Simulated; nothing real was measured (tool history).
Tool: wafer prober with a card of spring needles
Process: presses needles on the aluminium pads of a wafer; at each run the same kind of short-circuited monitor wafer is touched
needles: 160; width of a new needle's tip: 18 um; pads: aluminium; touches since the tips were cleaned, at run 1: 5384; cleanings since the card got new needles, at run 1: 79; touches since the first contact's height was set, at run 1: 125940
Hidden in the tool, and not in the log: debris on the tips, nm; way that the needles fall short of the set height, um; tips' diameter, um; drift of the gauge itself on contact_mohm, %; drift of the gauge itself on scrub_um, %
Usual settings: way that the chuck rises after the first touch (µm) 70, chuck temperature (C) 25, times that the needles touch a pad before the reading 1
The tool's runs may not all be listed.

run    hour  way that the chuck rises after the first touch (µm)  chuck temperature (C)  times that the needles touch a pad before the reading  touches since the tips were cleaned  cleanings since the card got new needles  touches since the first contact's height was set  resistance of one needle with its contact and lead (mohm)  way that a needle slides on the pad (µm)
  1       0                                                   70                     25                                                      1                                 5384                                        79                                            125940                                                        218                                     13.03
        3.5  -- tips cleaned on abrasive film
       19.3  -- tips cleaned on abrasive film
  2      31                                                   70                     25                                                      1                                 5755                                        81                                            141053                                                        223                                     13.01
       34.5  -- tips cleaned on abrasive film
       48.2  -- tips cleaned on abrasive film
       64.9  -- tips cleaned on abrasive film
       81.8  -- tips cleaned on abrasive film
  3    83.6                                                   70                     25                                                      1                                  885                                        85                                            166710                                                        177                                     12.94
       97.4  -- tips cleaned on abrasive film
  4   110.7                                                   70                    110                                                      1                                 6519                                        86                                            179925                                                        231                                     12.97
      114.2  -- tips cleaned on abrasive film
      131.2  -- tips cleaned on abrasive film
  5   141.9                                                   73                    110                                                      1                                 5264                                        88                                            195176                                                        223                                     13.49
      145.4  -- tips cleaned on abrasive film
      162.6  -- tips cleaned on abrasive film
  6   169.5                                                   68                    110                                                      1                                 3401                                        90                                            208625                                                        215                                     12.52
      179.5  -- tips cleaned on abrasive film
      193.3  -- tips cleaned on abrasive film
      210.4  -- tips cleaned on abrasive film
      227.1  -- tips cleaned on abrasive film
  7   230.2                                                   68                     32                                                      1                                 1487                                        94                                            238205                                                        190                                     12.48
      243.9  -- tips cleaned on abrasive film
      247.6  -- height of the first contact set anew
      261.4  -- tips cleaned on abrasive film
        278  -- tips cleaned on abrasive film
  8   286.3                                                   68                     32                                                      1                                 4107                                        97                                             18903                                                        217                                      12.8
      293.3  -- tips cleaned on abrasive film
        307  -- tips cleaned on abrasive film
      323.2  -- tips cleaned on abrasive film
  9   336.4                                                   83                     32                                                      1                                 6476                                       100                                             43328                                                        202                                     15.57
      339.9  -- tips cleaned on abrasive film
      355.4  -- tips cleaned on abrasive film
      369.4  -- tips cleaned on abrasive film
 10   369.4                                                   83                     32                                                      1                                    0                                       103                                             59386                                                        158                                     15.52
      386.5  -- tips cleaned on abrasive film
      400.3  -- tips cleaned on abrasive film
        417  -- tips cleaned on abrasive film
 11   418.7                                                   57                     25                                                      1                                  839                                       106                                             83460                                                        191                                     10.61
      431.1  -- tips cleaned on abrasive film
        447  -- tips cleaned on abrasive film
      463.8  -- tips cleaned on abrasive film
 12   465.3                                                   87                     25                                                      1                                  712                                       109                                            106158                                                        164                                     16.24
        479  -- tips cleaned on abrasive film
      495.7  -- tips cleaned on abrasive film
        512  -- tips cleaned on abrasive film
      527.4  -- tips cleaned on abrasive film
 13   527.4                                                   87                     25                                                      1                                    0                                       113                                            136478                                                        161                                     16.23
      544.6  -- tips cleaned on abrasive film
      558.3  -- tips cleaned on abrasive film
      575.4  -- tips cleaned on abrasive film
 14   582.5                                                   85                     25                                                      1                                 3477                                       116                                            163361                                                        193                                     15.78
      589.2  -- tips cleaned on abrasive film
      605.9  -- tips cleaned on abrasive film
      619.7  -- tips cleaned on abrasive film
 15   626.7                                                   84                     25                                                      2                                 3455                                       119                                            184933                                                        176                                     15.57
      636.6  -- tips cleaned on abrasive film
      653.7  -- tips cleaned on abrasive film
        670  -- tips cleaned on abrasive film
        687  -- tips cleaned on abrasive film
 16   690.2                                                   67                     28                                                      3                                 1546                                       123                                            215896                                                        168                                     12.33
      703.3  -- tips cleaned on abrasive film
      719.8  -- tips cleaned on abrasive film
 17   721.2                                                   67                     28                                                      3                                  702                                       125                                            231044                                                        159                                     12.33
      734.2  -- tips cleaned on abrasive film
      750.9  -- tips cleaned on abrasive film
      751.2  -- height of the first contact set anew
        768  -- tips cleaned on abrasive film
 18   769.9                                                   70                     26                                                      1                                  917                                       128                                              9119                                                        179                                     13.15
      782.9  -- tips cleaned on abrasive film
      800.1  -- tips cleaned on abrasive film
      816.4  -- tips cleaned on abrasive film
      831.9  -- tips cleaned on abrasive film
 19   832.6                                                   78                     85                                                      1                                  348                                       132                                             39712                                                        178                                     14.61
      848.8  -- tips cleaned on abrasive film
      864.7  -- tips cleaned on abrasive film
      880.9  -- tips cleaned on abrasive film
 20   882.6                                                   84                     69                                                      1                                  865                                       135                                             64116                                                        176                                     15.71
      895.5  -- tips cleaned on abrasive film
      912.7  -- tips cleaned on abrasive film
      929.8  -- tips cleaned on abrasive film
      943.9  -- tips cleaned on abrasive film
 21   943.9                                                   84                     43                                                      1                                    0                                       139                                             94014                                                        166                                      15.7
      960.6  -- tips cleaned on abrasive film
      974.3  -- tips cleaned on abrasive film
      990.8  -- tips cleaned on abrasive film
     1006.5  -- tips cleaned on abrasive film
 22  1006.5                                                   84                     43                                                      1                                    0                                       143                                            124546                                                        161                                     15.63
     1023.2  -- tips cleaned on abrasive film
     1039.7  -- tips cleaned on abrasive film
 23  1040.1                                                   84                     43                                                      1                                  195                                       145                                            140923                                                        164                                     15.63
     1056.2  -- tips cleaned on abrasive film
     1073.4  -- tips cleaned on abrasive film
     1089.6  -- tips cleaned on abrasive film
 24    1101                                                   70                     25                                                      2                                 5612                                       148                                            170699                                                        196                                     12.99
     1104.5  -- tips cleaned on abrasive film
     1120.6  -- tips cleaned on abrasive film
     1134.3  -- tips cleaned on abrasive film
     1146.3  -- card fitted with new needles
     1163.4  -- tips cleaned on abrasive film
 25  1171.6                                                   87                     66                                                      1                                 4002                                         1                                             12366                                                        192                                     16.34
     1178.3  -- tips cleaned on abrasive film
     1195.1  -- tips cleaned on abrasive film
     1211.7  -- tips cleaned on abrasive film
 26  1224.8                                                   87                     66                                                      1                                 6445                                         4                                             38347                                                        199                                     16.29
     1228.3  -- tips cleaned on abrasive film
       1245  -- tips cleaned on abrasive film
     1258.8  -- tips cleaned on abrasive film
 27  1261.9                                                   70                     35                                                      1                                 1550                                         7                                             56424                                                        184                                     13.08

Forecast each of these 4 alternatives for the next run:
     1275.7  -- tips cleaned on abrasive film
     1292.1  -- tips cleaned on abrasive film
     1308.6  -- tips cleaned on abrasive film
  A  1321.4                                                   70                     37                                                      1                                 6266                                        10                                             85446                                                          ?                                         ?
     1275.7  -- tips cleaned on abrasive film
     1292.1  -- tips cleaned on abrasive film
     1308.6  -- tips cleaned on abrasive film
  B  1321.4                                                   65                     35                                                      1                                 6266                                        10                                             85446                                                          ?                                         ?
     1275.7  -- tips cleaned on abrasive film
     1292.1  -- tips cleaned on abrasive film
     1308.6  -- tips cleaned on abrasive film
  C  1321.4                                                   82                     79                                                      2                                 6266                                        10                                             85446                                                          ?                                         ?
     1275.7  -- tips cleaned on abrasive film
     1292.1  -- tips cleaned on abrasive film
     1308.6  -- tips cleaned on abrasive film
  D  1321.4                                                   60                     35                                                      2                                 6266                                        10                                             85446                                                          ?                                         ?

run  resistance of one needle with its contact and lead (mohm)  way that a needle slides on the pad (µm)
  A                                                        215                                     13.04
  B                                                        230                                     12.14
  C                                                        189                                     15.32
  D                                                        202                                     11.17
Without the tool's hidden state the same runs would have given:
run  resistance of one needle with its contact and lead (mohm)  way that a needle slides on the pad (µm)
  A                                                        156                                     13.13
  B                                                        160                                     12.23
  C                                                        163                                     15.41
  D                                                        156                                     11.26

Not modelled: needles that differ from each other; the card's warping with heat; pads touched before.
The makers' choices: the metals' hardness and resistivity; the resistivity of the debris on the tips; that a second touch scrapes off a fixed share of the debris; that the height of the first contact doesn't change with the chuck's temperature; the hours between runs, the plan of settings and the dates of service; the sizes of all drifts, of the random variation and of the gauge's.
